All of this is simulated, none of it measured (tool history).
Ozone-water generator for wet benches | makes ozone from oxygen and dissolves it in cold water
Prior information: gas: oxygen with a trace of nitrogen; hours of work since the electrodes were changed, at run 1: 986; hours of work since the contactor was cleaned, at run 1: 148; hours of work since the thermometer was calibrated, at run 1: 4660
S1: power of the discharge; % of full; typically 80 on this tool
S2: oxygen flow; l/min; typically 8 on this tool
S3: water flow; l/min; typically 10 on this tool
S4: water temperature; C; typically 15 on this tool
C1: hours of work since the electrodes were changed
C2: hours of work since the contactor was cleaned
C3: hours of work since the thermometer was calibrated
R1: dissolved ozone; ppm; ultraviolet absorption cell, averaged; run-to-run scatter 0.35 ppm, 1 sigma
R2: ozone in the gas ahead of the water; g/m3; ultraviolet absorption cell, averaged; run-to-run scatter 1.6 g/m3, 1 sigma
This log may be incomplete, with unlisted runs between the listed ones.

Run 1, hour 0: usual settings; C1 986; C2 148; C3 4660. Result: R1 53.5 ppm, R2 298.8 g/m3.
Run 2, hour 43.7: usual settings; C1 1017; C2 179; C3 4691. Result: R1 52.9 ppm, R2 297.1 g/m3.
Run 3, hour 95.4: usual settings; C1 1053; C2 216; C3 4728. Result: R1 53.1 ppm, R2 296.9 g/m3.
Run 4, hour 157.2: usual settings but S2 14.14 l/min; C1 1097; C2 259; C3 4771. Result: R1 42.9 ppm, R2 207.4 g/m3.
Run 5, hour 196.3: usual settings but S1 91 % of full, S2 14.14 l/min; C1 1124; C2 287; C3 4799. Result: R1 47.7 ppm, R2 234.6 g/m3.
Run 6, hour 240.7: usual settings; C1 1155; C2 318; C3 4830. Result: R1 52.9 ppm, R2 292.9 g/m3.
Run 7, hour 297.5: usual settings but S3 13 l/min; C1 1195; C2 358; C3 4870. Result: R1 45 ppm, R2 295.7 g/m3.
Run 8, hour 349.2: usual settings but S3 13 l/min; C1 1232; C2 394; C3 4906. Result: R1 45.1 ppm, R2 296.2 g/m3.
Run 9, hour 414.3: usual settings but S2 11.38 l/min; C1 1278; C2 440; C3 4952. Result: R1 46.7 ppm, R2 236.5 g/m3.
Run 10, hour 445.2: usual settings but S2 13.52 l/min; C1 1300; C2 462; C3 4974. Result: R1 43.1 ppm, R2 211.3 g/m3.
Run 11, hour 503: usual settings but S4 11 C; C1 1340; C2 503; C3 5015. Result: R1 57.5 ppm, R2 293.6 g/m3.
Run 12, hour 550.2: usual settings but S4 11 C; C1 1374; C2 536; C3 5048. Result: R1 57.8 ppm, R2 296.2 g/m3.
Run 13, hour 582.8: usual settings but S4 11 C; C1 1397; C2 559; C3 5071. Result: R1 56.7 ppm, R2 293.5 g/m3.
Run 14, hour 650.7: usual settings but S4 11 C; C1 1444; C2 607; C3 5119. Result: R1 56.8 ppm, R2 294.3 g/m3.
Run 15, hour 699.6: usual settings but S2 7.26 l/min; C1 1479; C2 641; C3 5153. Result: R1 53.8 ppm, R2 309.7 g/m3.
Run 16, hour 728.7: usual settings but S2 7.26 l/min; C1 1499; C2 662; C3 5174. Result: R1 54 ppm, R2 309.1 g/m3.
Run 17, hour 764.4: usual settings but S3 7 l/min, S4 12 C; C1 1524; C2 687; C3 5199. Result: R1 66.9 ppm, R2 293.7 g/m3.
Run 18, hour 795.3: usual settings but S1 49 % of full, S2 7.99 l/min, S3 7 l/min, S4 10 C; C1 1546; C2 709; C3 5221. Result: R1 45.4 ppm, R2 188 g/m3.
Run 19, hour 844.6: usual settings but S1 71 % of full, S2 13.44 l/min, S3 7 l/min; C1 1581; C2 743; C3 5256. Result: R1 43.7 ppm, R2 188.5 g/m3.
Run 20, hour 895.7: usual settings but S1 71 % of full, S2 13.44 l/min, S3 7 l/min; C1 1617; C2 779; C3 5291. Result: R1 44 ppm, R2 188.2 g/m3.
Run 21, hour 937.4: usual settings but S1 71 % of full, S2 13.44 l/min, S3 7 l/min; C1 1646; C2 809; C3 5321. Result: R1 44.7 ppm, R2 188.2 g/m3.
Run 22, hour 968.7: usual settings but S1 62 % of full, S2 13.42 l/min, S3 7 l/min, S4 8 C; C1 1668; C2 831; C3 5343. Result: R1 47.6 ppm, R2 168.8 g/m3.
Run 23, hour 1024.1: usual settings but S1 64 % of full, S2 4.72 l/min, S3 14 l/min, S4 11 C; C1 1707; C2 870; C3 5382. Result: R1 40.2 ppm, R2 331.8 g/m3.
Run 24, hour 1056.1: usual settings but S1 45 % of full, S4 12 C; C1 1730; C2 892; C3 5404. Result: R1 33.4 ppm, R2 172.9 g/m3.
Run 25, hour 1111.4: usual settings but S1 45 % of full, S4 12 C; C1 1769; C2 931; C3 5443. Result: R1 33 ppm, R2 172.9 g/m3.
Run 26, hour 1176.5: usual settings but S1 67 % of full, S2 9.14 l/min, S3 7 l/min, S4 7 C; C1 1815; C2 977; C3 5489. Result: R1 60.6 ppm, R2 227.3 g/m3.
Run 27, hour 1219.1: usual settings but S1 67 % of full, S2 9.14 l/min, S3 7 l/min, S4 7 C; C1 1845; C2 1007; C3 5519. Result: R1 60.7 ppm, R2 225.3 g/m3.
Run 28, hour 1268.4: usual settings but S1 67 % of full, S2 9.14 l/min, S3 7 l/min, S4 7 C; C1 1880; C2 1042; C3 5554. Result: R1 60.1 ppm, R2 228.8 g/m3.
Run 29, hour 1302.4: usual settings but S2 10.12 l/min, S4 18 C; C1 1904; C2 1066; C3 5578. Result: R1 43.9 ppm, R2 250.7 g/m3.
Run 30, hour 1355.6: usual settings but S1 51 % of full, S2 6.28 l/min, S3 7 l/min; C1 1941; C2 1104; C3 5616. Result: R1 44.9 ppm, R2 225.1 g/m3.
Run 31, hour 1411.4: usual settings but S1 51 % of full, S2 6.28 l/min, S3 7 l/min; C1 1980; C2 1143; C3 5655. Result: R1 45 ppm, R2 225.2 g/m3.
Run 32, hour 1442.7: usual settings but S4 13 C; C1 2002; C2 1165; C3 5677. Result: R1 53 ppm, R2 286.2 g/m3.

Here are 4 independent what-if runs from the current tool condition. What would each one return?
Run A, hour 1478.9: usual settings but S3 9 l/min, S4 14 C; C1 2028; C2 1190; C3 5702. Result: R1 ?, R2 ?.
Run B, hour 1478.9: usual settings but S3 14 l/min, S4 12 C; C1 2028; C2 1190; C3 5702. Result: R1 ?, R2 ?.
Run C, hour 1478.9: usual settings but S3 8 l/min, S4 19 C; C1 2028; C2 1190; C3 5702. Result: R1 ?, R2 ?.
Run D, hour 1478.9: usual settings but S1 57 % of full, S2 4.74 l/min, S4 13 C; C1 2028; C2 1190; C3 5702. Result: R1 ?, R2 ?.

run    R1     R2
  A  55.3  286.6
  B  44.1  289.3
  C  51.8  285.4
  D  45.5  298.1
Take away the tool's hidden state, keep each run's random variation, and the runs would have read:
run    R1     R2
  A  60.1  306.2
  B    48  309.1
  C  56.4    305
  D  48.5  312.7

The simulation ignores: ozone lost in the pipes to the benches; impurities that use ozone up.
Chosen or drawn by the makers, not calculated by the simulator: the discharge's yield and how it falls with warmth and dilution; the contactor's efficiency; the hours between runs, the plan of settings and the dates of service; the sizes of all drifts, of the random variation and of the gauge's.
